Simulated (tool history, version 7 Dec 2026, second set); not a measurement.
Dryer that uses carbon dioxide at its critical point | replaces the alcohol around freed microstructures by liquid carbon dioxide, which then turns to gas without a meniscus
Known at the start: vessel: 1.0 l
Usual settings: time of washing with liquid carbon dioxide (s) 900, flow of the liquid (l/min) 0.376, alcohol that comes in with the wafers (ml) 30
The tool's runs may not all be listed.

run   hour  time of washing with liquid carbon dioxide (s)  flow of the liquid (l/min)  alcohol that comes in with the wafers (ml)  alcohol left in the vessel before it's heated (ppm by volume)
  1      0                                             900                       0.376                                          30                                                            767
  2   17.3                                             900                       0.376                                          30                                                            766
  3   40.4                                             900                       0.376                                          30                                                            771
  4   69.1                                            1380                       0.376                                          30                                                            135
  5   88.2                                            1380                       0.376                                          30                                                            132
  6  109.4                                            1380                       0.376                                          30                                                            147
  7  122.3                                             900                       0.376                                          69                                                           1817
  8  140.8                                             780                       0.376                                          30                                                           1254
  9  157.8                                             780                       0.376                                          30                                                           1306
 10  170.5                                             900                       0.376                                          30                                                            852
 11  184.1                                             660                       0.376                                         114                                                           8023
 12  213.3                                            1140                       0.303                                          61                                                           1465
 13  227.3                                            1380                       0.334                                          30                                                            250
 14  240.8                                             720                       0.376                                          30                                                           1710
 15  256.8                                             720                       0.376                                         115                                                           6497
     259.5  -- inlet filter changed
 16  273.5                                             720                       0.376                                         115                                                           4985
 17  300.8                                             960                       0.354                                         111                                                           2176
 18  321.4                                             960                       0.354                                         111                                                           2194
 19    335                                            1320                       0.519                                          64                                                             63
 20  357.1                                            1320                        0.55                                          41                                                             43

4 ways to go on from here, each from the tool as it stands after run 20. What would each give?
  A  378.8                                             900                       0.518                                          55                                                              ?
  B  378.8                                            1320                       0.247                                          71                                                              ?
  C  378.8                                            1020                       0.252                                          37                                                              ?
  D  378.8                                             900                       0.376                                          59                                                              ?

run  alcohol left in the vessel before it's heated (ppm by volume)
  A                                                            303
  B                                                           1578
  C                                                           1892
  D                                                           1216
Without the tool's hidden state the same runs would have given:
run  alcohol left in the vessel before it's heated (ppm by volume)
  A                                                            248
  B                                                           1452
  C                                                           1770
  D                                                           1110

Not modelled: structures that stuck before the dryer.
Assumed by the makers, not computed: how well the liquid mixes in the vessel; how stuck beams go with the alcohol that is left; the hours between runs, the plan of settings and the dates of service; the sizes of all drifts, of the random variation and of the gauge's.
